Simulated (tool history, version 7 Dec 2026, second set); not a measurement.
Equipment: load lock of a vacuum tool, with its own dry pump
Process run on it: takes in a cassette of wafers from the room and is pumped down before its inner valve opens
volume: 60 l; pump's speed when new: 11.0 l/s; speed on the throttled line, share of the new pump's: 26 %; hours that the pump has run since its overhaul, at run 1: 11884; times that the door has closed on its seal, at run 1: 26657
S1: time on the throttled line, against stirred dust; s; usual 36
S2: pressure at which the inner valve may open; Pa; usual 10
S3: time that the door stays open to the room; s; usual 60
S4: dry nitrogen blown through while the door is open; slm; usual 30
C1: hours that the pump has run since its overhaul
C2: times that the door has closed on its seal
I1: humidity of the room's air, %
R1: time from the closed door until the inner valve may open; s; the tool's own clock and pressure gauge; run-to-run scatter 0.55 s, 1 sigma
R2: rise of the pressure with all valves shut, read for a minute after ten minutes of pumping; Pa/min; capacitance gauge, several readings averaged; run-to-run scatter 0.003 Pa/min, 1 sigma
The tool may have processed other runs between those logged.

Run 1, hour 0: usual settings; C1 11884; C2 26657; I1 41.3. Result: R1 85.3 s, R2 0.193 Pa/min.
Run 2, hour 148.8: usual settings; C1 12033; C2 27222; I1 48.3. Result: R1 84.2 s, R2 0.211 Pa/min.
Run 3, hour 245: usual settings; C1 12129; C2 27587; I1 40.6. Result: R1 85.4 s, R2 0.207 Pa/min.
Run 4, hour 387.3: usual settings; C1 12271; C2 28126; I1 44.3. Result: R1 85 s, R2 0.211 Pa/min.
Run 5, hour 481.3: usual settings; C1 12365; C2 28483; I1 45.8. Result: R1 84.9 s, R2 0.224 Pa/min.
Run 6, hour 561.6: usual settings; C1 12445; C2 28787; I1 42.5. Result: R1 85.3 s, R2 0.221 Pa/min.
Run 7, hour 744: usual settings but S1 46 s; C1 12628; C2 29479; I1 46.8. Result: R1 92.7 s, R2 0.235 Pa/min.
Run 8, hour 899.1: usual settings but S1 46 s; C1 12783; C2 30068; I1 43.9. Result: R1 90.9 s, R2 0.238 Pa/min.
Run 9, hour 1018: usual settings but S1 46 s; C1 12902; C2 30519; I1 40.7. Result: R1 91.7 s, R2 0.239 Pa/min.
Run 10, hour 1109: usual settings but S1 46 s, S4 20 slm; C1 12993; C2 30864; I1 44.2. Result: R1 93 s, R2 0.257 Pa/min.
Run 11, hour 1215.3: usual settings but S3 35 s; C1 13099; C2 31267; I1 48.1. Result: R1 85.5 s, R2 0.258 Pa/min.
Run 12, hour 1329.9: usual settings but S3 71 s; C1 13214; C2 31702; I1 43. Result: R1 86.8 s, R2 0.259 Pa/min.
At hour 1385.9: door's seal changed, seat wiped.
Run 13, hour 1501.2: usual settings but S3 71 s; C1 13384; C2 437; I1 42.6. Result: R1 85.8 s, R2 0.03 Pa/min.
Run 14, hour 1675.3: usual settings but S3 71 s; C1 13558; C2 1097; I1 45.3. Result: R1 85.7 s, R2 0.031 Pa/min.
Run 15, hour 1801.1: usual settings but S2 8 Pa, S3 113 s; C1 13683; C2 1574; I1 48.3. Result: R1 86.9 s, R2 0.041 Pa/min.
Run 16, hour 1888.7: usual settings but S1 39 s, S3 47 s; C1 13771; C2 1907; I1 44.9. Result: R1 87.5 s, R2 0.03 Pa/min.
Run 17, hour 1967.1: usual settings but S1 65 s, S3 28 s; C1 13850; C2 2204; I1 43.5. Result: R1 105.1 s, R2 0.025 Pa/min.

Alternative continuations, all from the tool just after run 17; predict every row:
Run A, hour 2144.6: usual settings but S1 23 s, S2 14 Pa, S4 38 slm; C1 14027; C2 2877; I1 42.6. Result: R1 ?, R2 ?.
Run B, hour 2144.6: usual settings but S1 28 s, S3 32 s; C1 14027; C2 2877; I1 41.9. Result: R1 ?, R2 ?.
Run C, hour 2144.6: usual settings but S3 81 s, S4 8 slm; C1 14027; C2 2877; I1 43.5. Result: R1 ?, R2 ?.
Run D, hour 2144.6: usual settings but S1 33 s, S4 31 slm; C1 14027; C2 2877; I1 46.4. Result: R1 ?, R2 ?.

run    R1     R2
  A  75.1   0.03
  B  81.8  0.033
  C  86.1  0.051
  D  84.5  0.038
Had the tool no hidden state, the same runs would have come out as:
run    R1     R2
  A  65.4  0.021
  B  71.9  0.024
  C  76.7  0.042
  D  74.9  0.029

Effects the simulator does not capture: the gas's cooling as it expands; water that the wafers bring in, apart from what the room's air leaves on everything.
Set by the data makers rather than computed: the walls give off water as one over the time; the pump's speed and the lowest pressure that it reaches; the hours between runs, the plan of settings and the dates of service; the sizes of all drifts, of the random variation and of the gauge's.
